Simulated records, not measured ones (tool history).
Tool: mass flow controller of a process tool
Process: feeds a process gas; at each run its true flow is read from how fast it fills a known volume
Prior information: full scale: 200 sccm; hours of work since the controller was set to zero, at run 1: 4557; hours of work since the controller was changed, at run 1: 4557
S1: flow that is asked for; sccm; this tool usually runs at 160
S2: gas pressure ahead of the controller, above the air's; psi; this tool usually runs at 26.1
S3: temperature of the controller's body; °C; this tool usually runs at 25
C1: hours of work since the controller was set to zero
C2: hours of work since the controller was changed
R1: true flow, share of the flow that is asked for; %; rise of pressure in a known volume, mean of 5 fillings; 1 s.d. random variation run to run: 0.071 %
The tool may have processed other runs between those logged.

run    hour   S1    S2  S3    C1    C2      R1
  1       0  160  26.1  25  4557  4557   99.59
  2   280.5  160  26.1  31  4667  4667   99.01
  3   429.1  136  26.1  31  4725  4725   98.65
  4   675.9  160  26.1  25  4821  4821   99.88
  5   906.8  160  26.1  25  4911  4911    99.9
  6  1086.5  160  26.1  25  4981  4981  100.02
  7  1398.6  160  26.1  25  5103  5103  100.29
  8  1666.4  131  30.9  20  5208  5208  100.76
  9  1808.9  131  30.9  20  5263  5263  100.88
 10  2105.9  163  26.1  25  5379  5379  100.37
 11  2406.8  163  26.1  25  5497  5497  100.72
 12  2686.8  163  26.1  25  5606  5606  100.89

What if the next run were any one of these 5? Each begins from the tool's condition after run 12:
  A  2909.4   52  33.8  25  5693  5693   ?
  B  2909.4   37  21.9  21  5693  5693   ?
  C  2909.4   42  26.1  34  5693  5693   ?
  D  2909.4   28  26.1  25  5693  5693   ?
  E  2909.4  100  39.2  26  5693  5693   ?

run      R1
  A  100.09
  B   99.95
  C   98.61
  D   99.63
  E  100.72
Stripped of hidden state, with their random variation kept, the same runs would have yielded:
run     R1
  A  98.69
  B  98.55
  C  97.23
  D  98.23
  E  99.29
